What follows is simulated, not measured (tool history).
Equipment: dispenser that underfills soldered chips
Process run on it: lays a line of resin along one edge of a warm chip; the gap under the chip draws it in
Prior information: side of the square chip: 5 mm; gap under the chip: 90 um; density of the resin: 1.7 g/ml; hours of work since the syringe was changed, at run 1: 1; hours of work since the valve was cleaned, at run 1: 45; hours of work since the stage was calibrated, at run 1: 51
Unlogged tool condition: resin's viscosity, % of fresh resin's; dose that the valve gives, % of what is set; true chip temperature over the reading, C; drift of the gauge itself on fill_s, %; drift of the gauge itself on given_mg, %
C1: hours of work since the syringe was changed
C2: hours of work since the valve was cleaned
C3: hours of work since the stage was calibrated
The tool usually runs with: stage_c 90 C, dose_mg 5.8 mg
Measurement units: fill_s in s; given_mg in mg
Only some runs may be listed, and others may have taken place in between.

Run 1, day 0: usual settings; C1 1; C2 45; C3 51. Result: fill_s 11.2 s, given_mg 5.54 mg.
Run 2, day 0.204: usual settings; C1 4; C2 48; C3 54. Result: fill_s 13.2 s, given_mg 5.58 mg.
Run 3, day 0.588: usual settings; C1 10; C2 54; C3 60. Result: fill_s 19.9 s, given_mg 5.53 mg.
At day 0.692: new syringe of resin.
Run 4, day 0.796: usual settings; C1 2; C2 57; C3 63. Result: fill_s 11.4 s, given_mg 5.5 mg.
Run 5, day 0.988: usual settings; C1 5; C2 60; C3 66. Result: fill_s 14.2 s, given_mg 5.5 mg.
Run 6, day 1.212: usual settings; C1 8; C2 63; C3 69. Result: fill_s 18 s, given_mg 5.5 mg.
At day 1.429: new syringe of resin.
Run 7, day 1.508: usual settings; C1 1; C2 67; C3 74. Result: fill_s 11.5 s, given_mg 5.44 mg.
At day 1.608: dispensing valve cleaned and set on the balance.
Run 8, day 1.971: usual settings but stage_c 79 C; C1 8; C2 6; C3 80. Result: fill_s 28.5 s, given_mg 5.77 mg.
Run 9, day 2.183: usual settings but stage_c 79 C; C1 11; C2 9; C3 83. Result: fill_s 36 s, given_mg 5.77 mg.
At day 2.221: new syringe of resin.
Run 10, day 2.525: usual settings but stage_c 79 C; C1 5; C2 14; C3 88. Result: fill_s 24.2 s, given_mg 5.73 mg.
Run 11, day 2.725: usual settings but stage_c 79 C; C1 8; C2 17; C3 91. Result: fill_s 30.3 s, given_mg 5.7 mg.
At day 2.967: new syringe of resin.
Run 12, day 3: usual settings; C1 1; C2 21; C3 96. Result: fill_s 11 s, given_mg 5.73 mg.
Run 13, day 3.383: usual settings; C1 6; C2 27; C3 101. Result: fill_s 15.9 s, given_mg 5.69 mg.
Run 14, day 3.617: usual settings; C1 10; C2 30; C3 105. Result: fill_s 20.7 s, given_mg 5.66 mg.
At day 3.696: new syringe of resin.
Run 15, day 4.079: usual settings; C1 6; C2 37; C3 112. Result: fill_s 15.2 s, given_mg 5.62 mg.
Run 16, day 4.308: usual settings; C1 9; C2 41; C3 115. Result: fill_s 19.4 s, given_mg 5.59 mg.
At day 4.438: new syringe of resin.
Run 17, day 4.7: usual settings; C1 4; C2 46; C3 121. Result: fill_s 14.1 s, given_mg 5.52 mg.
Run 18, day 5.112: usual settings; C1 10; C2 53; C3 127. Result: fill_s 21.1 s, given_mg 5.51 mg.
At day 5.183: new syringe of resin.
Run 19, day 5.5: usual settings but stage_c 95 C; C1 5; C2 58; C3 133. Result: fill_s 11.9 s, given_mg 5.53 mg.
Run 20, day 5.779: usual settings but stage_c 95 C; C1 9; C2 63; C3 137. Result: fill_s 15.5 s, given_mg 5.53 mg.
At day 5.917: new syringe of resin.
Run 21, day 6.012: usual settings but stage_c 95 C; C1 1; C2 66; C3 141. Result: fill_s 9.5 s, given_mg 5.46 mg.
At day 6.192: dispensing valve cleaned and set on the balance.
Run 22, day 6.462: usual settings but stage_c 76 C, dose_mg 5.83 mg; C1 8; C2 4; C3 147. Result: fill_s 34.4 s, given_mg 5.82 mg.
At day 6.696: new syringe of resin.
Run 23, day 6.833: usual settings but stage_c 79 C, dose_mg 6.8 mg; C1 2; C2 10; C3 152. Result: fill_s 20.3 s, given_mg 6.77 mg.
Run 24, day 7.125: usual settings but stage_c 88 C, dose_mg 6.4 mg; C1 7; C2 14; C3 157. Result: fill_s 18.2 s, given_mg 6.29 mg.
At day 7.442: new syringe of resin.
Run 25, day 7.442: usual settings but stage_c 103 C, dose_mg 6.4 mg; C1 0; C2 19; C3 162. Result: fill_s 6.4 s, given_mg 6.34 mg.
Run 26, day 7.646: usual settings but stage_c 103 C, dose_mg 6.4 mg; C1 3; C2 22; C3 165. Result: fill_s 7.8 s, given_mg 6.3 mg.
Run 27, day 8.025: usual settings but stage_c 88 C, dose_mg 5.66 mg; C1 9; C2 28; C3 170. Result: fill_s 22 s, given_mg 5.56 mg.
At day 8.208: new syringe of resin.
Run 28, day 8.275: usual settings but stage_c 79 C, dose_mg 4.91 mg; C1 1; C2 31; C3 174. Result: fill_s 20.5 s, given_mg 4.8 mg.
Run 29, day 8.604: usual settings but stage_c 79 C, dose_mg 4.91 mg; C1 6; C2 36; C3 179. Result: fill_s 28.5 s, given_mg 4.77 mg.
At day 8.946: new syringe of resin.
Run 30, day 8.971: usual settings but stage_c 88 C, dose_mg 5.32 mg; C1 0; C2 42; C3 184. Result: fill_s 12.8 s, given_mg 5.15 mg.
Run 31, day 9.179: usual settings but stage_c 87 C, dose_mg 7.43 mg; C1 4; C2 45; C3 188. Result: fill_s 15.4 s, given_mg 7.2 mg.
Run 32, day 9.479: usual settings but stage_c 83 C, dose_mg 5.87 mg; C1 8; C2 49; C3 192. Result: fill_s 25.7 s, given_mg 5.58 mg.
At day 9.696: new syringe of resin.
Run 33, day 9.796: usual settings but stage_c 83 C, dose_mg 6.8 mg; C1 2; C2 54; C3 197. Result: fill_s 16.9 s, given_mg 6.52 mg.
Run 34, day 10.038: usual settings but stage_c 82 C, dose_mg 7.43 mg; C1 5; C2 58; C3 201. Result: fill_s 21.4 s, given_mg 7.04 mg.
At day 10.429: new syringe of resin.
Run 35, day 10.488: usual settings but stage_c 82 C, dose_mg 5.75 mg; C1 1; C2 64; C3 207. Result: fill_s 17 s, given_mg 5.47 mg.

3 options for the next run, each taken on its own from the tool as it stands now. Forecast them:
Run A, day 10.683: usual settings but stage_c 104 C, dose_mg 7.25 mg; C1 4; C2 67; C3 210. Result: fill_s ?, given_mg ?.
Run B, day 10.683: usual settings but stage_c 103 C, dose_mg 5.44 mg; C1 4; C2 67; C3 210. Result: fill_s ?, given_mg ?.
Run C, day 10.683: usual settings but stage_c 94 C, dose_mg 5.49 mg; C1 4; C2 67; C3 210. Result: fill_s ?, given_mg ?.

run  fill_s  given_mg
  A       7      6.81
  B     7.9      5.11
  C    12.2      5.15
With no hidden state in the tool, these same runs would have given:
run  fill_s  given_mg
  A     5.2      7.25
  B     5.8      5.45
  C       9      5.48
